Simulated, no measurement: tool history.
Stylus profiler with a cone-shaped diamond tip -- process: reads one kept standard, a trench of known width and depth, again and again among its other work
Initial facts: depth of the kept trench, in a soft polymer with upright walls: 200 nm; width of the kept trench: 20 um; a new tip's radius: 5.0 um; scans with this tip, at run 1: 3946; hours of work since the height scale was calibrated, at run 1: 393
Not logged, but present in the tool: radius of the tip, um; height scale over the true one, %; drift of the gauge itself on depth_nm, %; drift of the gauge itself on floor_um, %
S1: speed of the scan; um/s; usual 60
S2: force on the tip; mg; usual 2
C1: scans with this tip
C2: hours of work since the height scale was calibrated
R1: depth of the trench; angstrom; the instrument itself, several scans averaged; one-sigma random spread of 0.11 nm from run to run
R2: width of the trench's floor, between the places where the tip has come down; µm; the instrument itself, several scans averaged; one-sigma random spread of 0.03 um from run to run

run 1 hour=0 | S1=60 S2=2 | C1=3946 C2=393 | R1=2026.4 R2=17.05
run 2 hour=54 | S1=60 S2=1.48 | C1=4279 C2=426 | R1=2020.8 R2=17.06
run 3 hour=139.6 | S1=35 S2=1.48 | C1=4806 C2=479 | R1=2020 R2=17.17
run 4 hour=230 | S1=35 S2=1.48 | C1=5362 C2=534 | R1=2020.5 R2=17.16
run 5 hour=267.9 | S1=35 S2=1.48 | C1=5595 C2=557 | R1=2020.8 R2=17.11
run 6 hour=323.1 | S1=35 S2=1.48 | C1=5935 C2=591 | R1=2021.3 R2=17.07
run 7 hour=386.1 | S1=35 S2=1.48 | C1=6322 C2=630 | R1=2022.2 R2=17.09
run 8 hour=436.1 | S1=35 S2=1.48 | C1=6630 C2=661 | R1=2022 R2=17.14
run 9 hour=506.6 | S1=60 S2=4.05 | C1=7064 C2=704 | R1=2041.7 R2=17.05
run 10 hour=572.1 | S1=60 S2=4.05 | C1=7467 C2=744 | R1=2043.3 R2=17.08
run 11 hour=633.5 | S1=60 S2=4.05 | C1=7845 C2=782 | R1=2043.7 R2=17.1
run 12 hour=724.9 | S1=199 S2=4.05 | C1=8407 C2=838 | R1=2042.7 R2=16.92
run 13 hour=779.9 | S1=26 S2=4.05 | C1=8746 C2=871 | R1=2041.8 R2=17.13
run 14 hour=871.1 | S1=26 S2=4.05 | C1=9307 C2=927 | R1=2043.8 R2=17.16
run 15 hour=961.8 | S1=60 S2=2.11 | C1=9865 C2=983 | R1=2027.7 R2=17.05
-- hour=971.2 new tip fitted, height scale calibrated
run 16 hour=1003.3 | S1=60 S2=2.11 | C1=197 C2=20 | R1=2025.9 R2=17.06
run 17 hour=1068.2 | S1=60 S2=2.11 | C1=597 C2=59 | R1=2025.5 R2=17.05
run 18 hour=1127.9 | S1=60 S2=2 | C1=964 C2=96 | R1=2027 R2=17.07
run 19 hour=1217.5 | S1=60 S2=0.97 | C1=1515 C2=151 | R1=2016.7 R2=17.02
run 20 hour=1256.9 | S1=60 S2=0.97 | C1=1758 C2=175 | R1=2016.9 R2=17.04
run 21 hour=1345.1 | S1=60 S2=0.97 | C1=2300 C2=229 | R1=2015.7 R2=16.99
run 22 hour=1424.9 | S1=60 S2=0.97 | C1=2792 C2=278 | R1=2015.5 R2=16.98
run 23 hour=1464.6 | S1=150 S2=1.92 | C1=3036 C2=303 | R1=2026.7 R2=16.81
run 24 hour=1510.3 | S1=150 S2=1.92 | C1=3317 C2=331 | R1=2027.1 R2=16.85
run 25 hour=1592.5 | S1=150 S2=1.92 | C1=3823 C2=381 | R1=2027.2 R2=16.81
run 26 hour=1683.2 | S1=150 S2=1.92 | C1=4381 C2=437 | R1=2026.6 R2=16.87
run 27 hour=1756.3 | S1=49 S2=2 | C1=4831 C2=481 | R1=2026.7 R2=17.09
run 28 hour=1813.3 | S1=49 S2=2 | C1=5182 C2=516 | R1=2025.5 R2=17.12
run 29 hour=1902.3 | S1=49 S2=2 | C1=5729 C2=571 | R1=2025.8 R2=17.08
run 30 hour=1947.7 | S1=16 S2=2 | C1=6008 C2=599 | R1=2026 R2=17.14
run 31 hour=1996.5 | S1=16 S2=2 | C1=6309 C2=629 | R1=2028.3 R2=17.14
run 32 hour=2080.4 | S1=68 S2=0.91 | C1=6825 C2=680 | R1=2014.9 R2=16.97
run 33 hour=2132.4 | S1=86 S2=4.51 | C1=7146 C2=712 | R1=2046.4 R2=17.04
run 34 hour=2196.6 | S1=86 S2=4.51 | C1=7540 C2=751 | R1=2046.8 R2=17.07

Run 35 is up next; what results do you expect?
run 35 hour=2280.6 | S1=142 S2=4.51 | C1=8057 C2=803 | R1=? R2=?

R1: 2045.5 angstrom
R2: 16.92 µm
The same run, on a tool lacking any hidden state, would have yielded R1 2045.6 angstrom, R2 16.94 µm.
